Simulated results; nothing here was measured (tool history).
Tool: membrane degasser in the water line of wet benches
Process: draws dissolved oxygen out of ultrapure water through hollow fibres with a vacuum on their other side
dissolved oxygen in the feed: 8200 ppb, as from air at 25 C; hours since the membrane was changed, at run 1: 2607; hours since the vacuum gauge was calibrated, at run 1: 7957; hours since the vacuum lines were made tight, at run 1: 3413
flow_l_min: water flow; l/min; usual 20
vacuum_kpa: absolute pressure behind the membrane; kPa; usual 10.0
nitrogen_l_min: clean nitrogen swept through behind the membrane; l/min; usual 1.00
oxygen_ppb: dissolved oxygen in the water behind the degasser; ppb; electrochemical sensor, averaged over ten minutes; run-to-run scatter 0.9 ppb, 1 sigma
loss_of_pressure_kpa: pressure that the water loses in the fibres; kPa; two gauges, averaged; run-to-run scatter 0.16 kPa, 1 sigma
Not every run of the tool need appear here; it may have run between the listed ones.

run,hour,flow_l_min,vacuum_kpa,nitrogen_l_min,hours since the membrane was changed,hours since the vacuum gauge was calibrated,hours since the vacuum lines were made tight,oxygen_ppb,loss_of_pressure_kpa
1,0.0,20,10.0,1.00,2607,7957,3413,315.4,55.26
2,75.0,20,10.0,1.00,2682,8032,3488,316.1,55.43
3,149.7,20,10.0,1.00,2756,8107,3562,313.7,55.37
# hour 178.3: vacuum gauge calibrated
4,219.0,20,10.0,1.00,2825,41,3631,298.0,55.19
5,271.5,20,10.0,1.00,2878,93,3684,297.0,54.96
6,329.8,20,10.0,1.00,2936,152,3742,297.1,55.30
7,375.4,20,10.0,1.00,2982,197,3787,298.7,55.68
8,446.1,20,10.0,1.00,3052,268,3858,299.1,54.99
9,488.3,21,10.0,1.00,3095,310,3900,313.7,58.06
10,540.2,21,10.0,1.00,3146,362,3952,312.2,58.03
11,610.5,20,10.0,1.00,3217,432,4022,298.2,55.30
12,668.5,20,10.0,1.00,3275,490,4081,299.3,55.52
13,740.4,20,10.0,1.00,3347,562,4152,298.8,55.56
14,820.0,20,10.0,1.00,3426,642,4232,299.7,55.26
15,869.8,20,10.0,1.00,3476,691,4282,301.1,55.51
16,905.5,20,7.8,1.00,3512,727,4318,206.8,55.63
17,970.2,20,7.6,1.20,3577,792,4382,168.7,55.50
18,1049.6,12,10.5,1.20,3656,871,4462,171.6,33.44
19,1086.2,22,10.0,1.00,3693,908,4498,327.5,60.98
20,1134.6,21,10.0,0.77,3741,956,4547,390.2,58.34
21,1185.0,20,10.0,0.68,3791,1007,4597,411.9,55.38
22,1249.7,20,10.0,0.68,3856,1071,4662,414.2,55.59
23,1322.4,20,10.0,0.68,3929,1144,4734,412.0,55.36
24,1400.4,29,6.2,1.15,4007,1222,4812,196.4,80.49
25,1462.4,15,9.5,0.92,4069,1284,4874,230.9,41.50
26,1523.1,19,10.0,1.45,4129,1345,4935,207.8,52.68
27,1604.9,20,10.0,0.59,4211,1427,5017,463.6,55.42
28,1679.8,20,10.0,1.06,4286,1501,5092,288.1,55.81
29,1749.2,20,10.0,1.06,4355,1571,5161,287.6,55.56
30,1831.8,20,10.0,1.06,4438,1653,5244,287.1,55.57
31,1901.4,20,8.2,1.06,4508,1723,5313,215.5,55.70
32,1983.0,20,8.2,1.06,4589,1805,5395,214.7,55.64

Here are 3 independent what-if runs from the current tool condition. What would each one return?
A,2026.1,27,10.4,1.85,4632,1848,5438,?,?
B,2026.1,19,20.6,0.60,4632,1848,5438,?,?
C,2026.1,20,19.7,0.50,4632,1848,5438,?,?

run,oxygen_ppb,loss_of_pressure_kpa
A,263.0,75.22
B,1044.0,52.86
C,1175.4,55.58
With the hidden condition removed and each run's random variation left untouched, the same runs would have given:
run,oxygen_ppb,loss_of_pressure_kpa
A,258.6,74.37
B,1037.8,52.26
C,1169.6,54.96
